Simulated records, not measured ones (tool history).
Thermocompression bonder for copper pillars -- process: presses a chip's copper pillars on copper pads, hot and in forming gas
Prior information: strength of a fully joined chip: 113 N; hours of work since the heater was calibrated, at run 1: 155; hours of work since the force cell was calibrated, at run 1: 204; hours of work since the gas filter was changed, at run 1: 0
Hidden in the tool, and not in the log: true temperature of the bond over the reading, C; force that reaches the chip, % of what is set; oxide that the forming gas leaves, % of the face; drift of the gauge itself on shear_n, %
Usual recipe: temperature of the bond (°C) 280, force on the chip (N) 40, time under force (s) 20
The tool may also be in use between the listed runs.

| run | day | temperature of the bond (°C) | force on the chip (N) | time under force (s) | hours of work since the heater was calibrated | hours of work since the force cell was calibrated | hours of work since the gas filter was changed | force that shears a chip off (N) |
|---|---|---|---|---|---|---|---|---|
| 1 | 0.000 | 280 | 40 | 20 | 155 | 204 | 0 | 77.6 |
| 2 | 1.225 | 297 | 40 | 20 | 173 | 222 | 18 | 90.4 |
| 3 | 3.642 | 280 | 40 | 20 | 209 | 258 | 54 | 78.9 |
| 4 | 5.683 | 280 | 40 | 18 | 239 | 288 | 84 | 76.3 |
| 5 | 7.612 | 280 | 40 | 12 | 268 | 316 | 113 | 67.6 |
| 6 | 9.033 | 280 | 40 | 12 | 289 | 337 | 134 | 68.4 |
| 7 | 10.683 | 279 | 40 | 20 | 313 | 362 | 158 | 77.6 |
| 8 | 12.321 | 279 | 40 | 20 | 338 | 386 | 182 | 77.7 |
| 9 | 13.754 | 279 | 40 | 20 | 359 | 407 | 204 | 78.0 |
| 10 | 15.438 | 280 | 40 | 20 | 384 | 432 | 228 | 78.1 |
| 11 | 16.779 | 280 | 40 | 20 | 404 | 452 | 248 | 78.1 |
| 12 | 18.300 | 280 | 40 | 20 | 426 | 475 | 271 | 79.0 |
| 13 | 19.325 | 280 | 40 | 20 | 441 | 490 | 286 | 77.3 |
| 14 | 21.496 | 280 | 40 | 20 | 473 | 522 | 318 | 79.0 |
| 15 | 23.500 | 280 | 40 | 20 | 503 | 552 | 348 | 79.5 |
|  | 25.579 | forming gas filter changed |
| 16 | 25.892 | 280 | 40 | 20 | 538 | 587 | 5 | 84.2 |
|  | 26.546 | heater calibrated with a thermocouple chip |
| 17 | 27.021 | 285 | 40 | 20 | 7 | 602 | 20 | 80.9 |
| 18 | 28.262 | 285 | 40 | 20 | 25 | 621 | 39 | 79.9 |
| 19 | 30.154 | 280 | 40 | 28 | 53 | 649 | 66 | 83.8 |
| 20 | 31.779 | 280 | 49 | 20 | 77 | 673 | 91 | 82.2 |
| 21 | 32.917 | 303 | 46 | 18 | 94 | 689 | 107 | 94.2 |
| 22 | 34.983 | 303 | 47 | 21 | 125 | 720 | 138 | 93.4 |
| 23 | 37.262 | 303 | 47 | 21 | 159 | 754 | 172 | 95.2 |
| 24 | 38.983 | 256 | 55 | 14 | 184 | 779 | 197 | 59.7 |
| 25 | 40.654 | 256 | 55 | 14 | 209 | 804 | 222 | 59.4 |
| 26 | 42.812 | 256 | 55 | 10 | 241 | 836 | 254 | 54.4 |
| 27 | 44.346 | 256 | 55 | 10 | 263 | 859 | 277 | 52.6 |
| 28 | 46.046 | 256 | 55 | 10 | 289 | 884 | 302 | 53.5 |
| 29 | 47.617 | 279 | 50 | 38 | 312 | 907 | 325 | 90.0 |
| 30 | 50.054 | 279 | 50 | 38 | 348 | 943 | 361 | 92.0 |
|  | 51.300 | forming gas filter changed |
| 31 | 52.404 | 300 | 25 | 20 | 382 | 978 | 16 | 83.6 |
| 32 | 54.492 | 300 | 25 | 20 | 413 | 1008 | 47 | 84.2 |
| 33 | 55.521 | 300 | 25 | 20 | 429 | 1024 | 63 | 84.4 |
| 34 | 57.188 | 310 | 58 | 15 | 453 | 1048 | 87 | 100.1 |
| 35 | 59.683 | 308 | 40 | 20 | 490 | 1085 | 124 | 96.0 |
| 36 | 61.742 | 294 | 40 | 54 | 521 | 1116 | 155 | 104.4 |
|  | 63.662 | heater calibrated with a thermocouple chip |
| 37 | 63.833 | 307 | 34 | 12 | 3 | 1145 | 184 | 79.2 |
| 38 | 66.067 | 307 | 34 | 12 | 36 | 1179 | 217 | 78.8 |
| 39 | 67.229 | 265 | 28 | 20 | 53 | 1196 | 235 | 53.9 |
| 40 | 68.942 | 265 | 28 | 20 | 78 | 1221 | 260 | 53.4 |

For each entry between runs, how does the tool's hidden state at the last listed run before it compare with that at the first listed run after it?
Run 15 -> run 16: forming gas filter changed (day 25.579)
  true temperature of the bond over the reading, C: 9.8 -> 10.5; force that reaches the chip, % of what is set: 102.5 -> 102.6; oxide that the forming gas leaves, % of the face: 7.68 -> 0.72
  measured minus no-state result, force that shears a chip off (N): +2.0 -> +8.4
Run 16 -> run 17: heater calibrated with a thermocouple chip (day 26.546)
  true temperature of the bond over the reading, C: 10.5 -> 0.1; force that reaches the chip, % of what is set: 102.6 -> 102.7; oxide that the forming gas leaves, % of the face: 0.72 -> 1.07
  measured minus no-state result, force that shears a chip off (N): +8.4 -> +0.4
Run 30 -> run 31: forming gas filter changed (day 51.300)
  true temperature of the bond over the reading, C: 6.7 -> 7.4; force that reaches the chip, % of what is set: 103.9 -> 104.1; oxide that the forming gas leaves, % of the face: 8.03 -> 0.85
  measured minus no-state result, force that shears a chip off (N): -2.7 -> +6.1
Run 36 -> run 37: heater calibrated with a thermocouple chip (day 63.662)
  true temperature of the bond over the reading, C: 10.1 -> -0.5; force that reaches the chip, % of what is set: 104.6 -> 104.7; oxide that the forming gas leaves, % of the face: 3.7 -> 4.31
  measured minus no-state result, force that shears a chip off (N): +0.9 -> -2.2

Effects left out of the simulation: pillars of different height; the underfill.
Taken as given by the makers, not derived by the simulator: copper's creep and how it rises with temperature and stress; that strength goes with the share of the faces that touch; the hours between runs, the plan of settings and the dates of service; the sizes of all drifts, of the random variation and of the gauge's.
